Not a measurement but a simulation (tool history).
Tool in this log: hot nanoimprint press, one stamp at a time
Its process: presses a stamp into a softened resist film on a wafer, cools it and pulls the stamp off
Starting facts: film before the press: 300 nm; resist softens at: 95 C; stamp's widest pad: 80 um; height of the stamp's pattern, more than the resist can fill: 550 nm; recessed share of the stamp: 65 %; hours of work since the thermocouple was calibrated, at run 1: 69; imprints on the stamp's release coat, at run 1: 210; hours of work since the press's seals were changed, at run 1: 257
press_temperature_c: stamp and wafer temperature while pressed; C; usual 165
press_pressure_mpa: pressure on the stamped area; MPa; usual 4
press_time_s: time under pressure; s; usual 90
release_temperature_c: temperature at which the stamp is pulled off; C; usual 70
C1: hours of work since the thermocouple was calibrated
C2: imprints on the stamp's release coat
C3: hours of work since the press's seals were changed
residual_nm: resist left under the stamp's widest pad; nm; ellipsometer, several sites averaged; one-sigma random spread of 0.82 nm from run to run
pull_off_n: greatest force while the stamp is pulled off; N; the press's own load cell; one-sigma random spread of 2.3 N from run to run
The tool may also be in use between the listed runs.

Run 1, day 0: usual settings; C1 69; C2 210; C3 257. Result: residual_nm 109 nm, pull_off_n 112 N.
Run 2, day 1.142: usual settings but press_temperature_c 171 C; C1 84; C2 303; C3 272. Result: residual_nm 86.3 nm, pull_off_n 118 N.
Run 3, day 2.454: usual settings but press_temperature_c 175 C; C1 102; C2 411; C3 290. Result: residual_nm 75 nm, pull_off_n 121 N.
Run 4, day 4.092: usual settings but press_temperature_c 175 C; C1 124; C2 546; C3 312. Result: residual_nm 74.4 nm, pull_off_n 126 N.
Run 5, day 5.55: usual settings but release_temperature_c 55 C; C1 144; C2 665; C3 332. Result: residual_nm 108.8 nm, pull_off_n 163 N.
Run 6, day 7.404: usual settings but release_temperature_c 56 C; C1 169; C2 817; C3 357. Result: residual_nm 107.6 nm, pull_off_n 171 N.
Run 7, day 8.996: usual settings; C1 191; C2 948; C3 379. Result: residual_nm 106.7 nm, pull_off_n 147 N.
Run 8, day 9.812: usual settings but press_temperature_c 163 C; C1 202; C2 1015; C3 390. Result: residual_nm 114.5 nm, pull_off_n 161 N.
At day 10.112: plate thermocouple calibrated.
Run 9, day 10.817: usual settings but press_temperature_c 163 C; C1 10; C2 1087; C3 402. Result: residual_nm 113.1 nm, pull_off_n 161 N.
Run 10, day 12.654: usual settings but press_temperature_c 163 C; C1 34; C2 1238; C3 427. Result: residual_nm 113.6 nm, pull_off_n 165 N.
Run 11, day 14.204: usual settings but press_temperature_c 163 C; C1 56; C2 1366; C3 448. Result: residual_nm 115.1 nm, pull_off_n 176 N.
At day 14.638: plate thermocouple calibrated, once more.
Run 12, day 15.112: usual settings but press_pressure_mpa 4.25 MPa; C1 6; C2 1430; C3 458. Result: residual_nm 105.2 nm, pull_off_n 173 N.
Run 13, day 16.258: usual settings but press_pressure_mpa 4.25 MPa; C1 22; C2 1524; C3 474. Result: residual_nm 104.8 nm, pull_off_n 189 N.
Run 14, day 18.038: usual settings but press_pressure_mpa 4.25 MPa; C1 46; C2 1670; C3 498. Result: residual_nm 104.6 nm, pull_off_n 197 N.
Run 15, day 19.862: usual settings but press_temperature_c 169 C; C1 71; C2 1820; C3 523. Result: residual_nm 94.2 nm, pull_off_n 199 N.
Run 16, day 21.175: usual settings but press_temperature_c 162 C, press_pressure_mpa 5.62 MPa, press_time_s 144 s; C1 89; C2 1928; C3 541. Result: residual_nm 85.6 nm, pull_off_n 215 N.

For run 17, what comes out?
Run 17, day 22.483: usual settings but press_temperature_c 166 C, press_pressure_mpa 3.13 MPa, press_time_s 62 s, release_temperature_c 63 C; C1 107; C2 2035; C3 558. Result: residual_nm ?, pull_off_n ?.

{"run 17": {"residual_nm": 135.2, "pull_off_n": 240}}
With the hidden condition absent and the run-to-run variation left alone, this run would have shown residual_nm 135.4 nm, pull_off_n 115 N.
